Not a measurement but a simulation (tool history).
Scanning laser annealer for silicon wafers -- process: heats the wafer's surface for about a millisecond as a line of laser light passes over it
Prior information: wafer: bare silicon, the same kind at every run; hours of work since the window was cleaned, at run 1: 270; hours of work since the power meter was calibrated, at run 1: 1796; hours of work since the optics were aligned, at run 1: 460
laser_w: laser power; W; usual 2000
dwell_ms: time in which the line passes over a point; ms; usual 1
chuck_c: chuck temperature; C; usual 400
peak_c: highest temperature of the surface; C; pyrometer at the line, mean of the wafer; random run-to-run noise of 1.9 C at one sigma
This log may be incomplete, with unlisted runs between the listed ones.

run	hour	laser_w	dwell_ms	chuck_c	hours of work since the window was cleaned	hours of work since the power meter was calibrated	hours of work since the optics were aligned	peak_c
1	0	2000	1	400	270	1796	460	1064
# hour 51.8: window over the wafer cleaned
2	61.2	2000	1	400	7	1842	506	1091
3	89.4	2000	1	400	29	1864	528	1088
4	151.4	2000	1	400	77	1912	576	1086
5	182.4	2000	0.79	400	101	1936	600	1004
6	213.4	2000	0.79	400	125	1960	624	1000
# hour 221.8: laser's power meter calibrated
7	263.4	2000	0.79	400	162	32	660	1000
8	309.7	2000	0.79	400	197	68	696	991
9	348.2	2000	0.79	400	227	98	726	988
10	382.6	2000	0.79	400	254	124	752	988
11	416	2000	0.75	400	280	150	778	971
# hour 454.9: window over the wafer cleaned
12	459.6	2000	0.75	400	4	183	811	994
13	497.8	2000	0.75	400	33	212	840	993
14	537.2	2094	0.75	398	64	243	871	1014
# hour 545.1: laser's power meter calibrated, once more
15	582.7	2094	0.82	362	97	29	904	1010
16	619.8	2000	1.11	434	125	58	932	1147
17	649.7	2105	1.11	434	149	81	955	1178
18	688.9	2105	1.11	381	179	111	986	1124
19	749.1	2108	0.92	427	225	158	1032	1098

Consider 5 possible next runs. They are alternatives, not a sequence: every one starts from the tool as it was left by run 19. What does each give?
A	787.4	1971	1.11	427	255	188	1062	?
B	787.4	2039	0.89	427	255	188	1062	?
C	787.4	2000	0.86	430	255	188	1062	?
D	787.4	2001	0.92	418	255	188	1062	?
E	787.4	2012	1	400	255	188	1062	?

run	peak_c
A	1109
B	1064
C	1041
D	1054
E	1066
What these runs would have given with no unlogged condition in the tool:
run	peak_c
A	1152
B	1104
C	1080
D	1095
E	1108
